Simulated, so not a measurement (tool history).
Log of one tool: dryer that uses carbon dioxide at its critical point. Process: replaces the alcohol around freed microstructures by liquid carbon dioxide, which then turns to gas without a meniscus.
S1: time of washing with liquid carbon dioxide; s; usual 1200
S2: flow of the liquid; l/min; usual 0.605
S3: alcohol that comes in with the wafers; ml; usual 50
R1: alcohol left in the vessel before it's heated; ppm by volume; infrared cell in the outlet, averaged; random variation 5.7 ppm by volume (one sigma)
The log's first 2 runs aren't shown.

run,day,S1,S2,S3,R1
3,1.538,1200,0.605,50,295
4,2.742,1200,0.605,50,301
5,4.196,1200,0.605,50,323
6,5.471,1860,0.605,50,120
7,6.608,1860,0.605,50,131
8,7.417,1200,0.605,20,209
9,8.696,1200,0.366,50,1767
10,9.475,1200,0.366,50,1762
11,10.608,1200,0.366,106,3704
12,11.708,1200,0.605,50,386
13,12.808,1200,0.605,50,394
14,13.996,1200,0.605,50,421
15,14.833,1200,0.605,50,431
16,15.788,1200,0.605,50,434
17,16.438,1200,0.605,50,441
18,17.550,1200,0.605,50,450
19,18.675,1200,0.605,50,464
# day 19.275: inlet filter changed
20,19.538,1200,0.605,50,354
21,20.954,1200,0.605,50,373
22,21.862,1200,0.605,50,368
23,22.942,1200,0.605,50,384

Run 24 comes next. What will it give?
24,24.450,1200,0.385,39,?

{"run 24": {"R1": 1166}}
Without the tool's hidden state the same run would have given R1 905 ppm by volume.

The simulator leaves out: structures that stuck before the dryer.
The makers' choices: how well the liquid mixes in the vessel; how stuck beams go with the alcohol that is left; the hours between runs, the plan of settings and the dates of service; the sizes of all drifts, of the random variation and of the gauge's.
